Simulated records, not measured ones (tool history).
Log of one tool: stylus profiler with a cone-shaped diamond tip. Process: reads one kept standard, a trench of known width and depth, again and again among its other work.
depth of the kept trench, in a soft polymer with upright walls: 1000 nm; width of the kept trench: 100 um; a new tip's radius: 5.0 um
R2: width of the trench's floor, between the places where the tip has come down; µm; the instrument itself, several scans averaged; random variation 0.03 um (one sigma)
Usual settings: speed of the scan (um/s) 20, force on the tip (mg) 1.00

Run 1, hour 0.0: usual settings. Result: depth of the trench (Å) 10080.0, R2 93.46 µm.
Run 2, hour 16.6: usual settings. Result: depth of the trench (Å) 10075.2, R2 93.46 µm.
Run 3, hour 35.9: usual settings. Result: depth of the trench (Å) 10081.4, R2 93.47 µm.
Run 4, hour 53.7: usual settings. Result: depth of the trench (Å) 10080.7, R2 93.45 µm.
Run 5, hour 78.7: usual settings. Result: depth of the trench (Å) 10079.5, R2 93.48 µm.
Run 6, hour 97.4: usual settings. Result: depth of the trench (Å) 10079.0, R2 93.43 µm.
Run 7, hour 121.0: usual settings. Result: depth of the trench (Å) 10079.5, R2 93.41 µm.
At hour 123.3: height scale calibrated on a step standard.
Run 8, hour 143.5: usual settings. Result: depth of the trench (Å) 10082.2, R2 93.40 µm.
Run 9, hour 156.3: usual settings. Result: depth of the trench (Å) 10080.6, R2 93.35 µm.
Run 10, hour 179.8: usual settings but speed of the scan (um/s) 73, force on the tip (mg) 2.04. Result: depth of the trench (Å) 10128.3, R2 93.24 µm.
Run 11, hour 201.1: usual settings but speed of the scan (um/s) 15. Result: depth of the trench (Å) 10083.5, R2 93.37 µm.
Run 12, hour 215.5: usual settings but force on the tip (mg) 0.67. Result: depth of the trench (Å) 10065.6, R2 93.33 µm.
Run 13, hour 228.6: usual settings but force on the tip (mg) 0.67. Result: depth of the trench (Å) 10060.5, R2 93.31 µm.
Run 14, hour 255.1: usual settings but force on the tip (mg) 0.67. Result: depth of the trench (Å) 10063.4, R2 93.25 µm.
At hour 258.8: height scale calibrated on a step standard, once more.
Run 15, hour 282.2: usual settings but force on the tip (mg) 0.67. Result: depth of the trench (Å) 10057.1, R2 93.28 µm.
Run 16, hour 298.1: usual settings but speed of the scan (um/s) 76, force on the tip (mg) 1.15. Result: depth of the trench (Å) 10078.9, R2 93.06 µm.
Run 17, hour 312.8: usual settings but speed of the scan (um/s) 55, force on the tip (mg) 0.42. Result: depth of the trench (Å) 10040.6, R2 92.93 µm.

Forecast each of these 4 alternatives for the next run:
Run A, hour 326.5: usual settings but speed of the scan (um/s) 8, force on the tip (mg) 0.72. Result: depth of the trench (Å) ?, R2 ?.
Run B, hour 326.5: usual settings but speed of the scan (um/s) 57, force on the tip (mg) 0.74. Result: depth of the trench (Å) ?, R2 ?.
Run C, hour 326.5: usual settings but speed of the scan (um/s) 27. Result: depth of the trench (Å) ?, R2 ?.
Run D, hour 326.5: usual settings but speed of the scan (um/s) 8. Result: depth of the trench (Å) ?, R2 ?.

run  depth of the trench (Å)     R2
  A                  10054.3  93.31
  B                  10056.2  93.07
  C                  10072.6  93.21
  D                  10070.6  93.28
Without the tool's hidden state the same runs would have given:
run  depth of the trench (Å)     R2
  A                  10055.9  93.94
  B                  10057.8  93.70
  C                  10074.3  93.84
  D                  10072.2  93.91

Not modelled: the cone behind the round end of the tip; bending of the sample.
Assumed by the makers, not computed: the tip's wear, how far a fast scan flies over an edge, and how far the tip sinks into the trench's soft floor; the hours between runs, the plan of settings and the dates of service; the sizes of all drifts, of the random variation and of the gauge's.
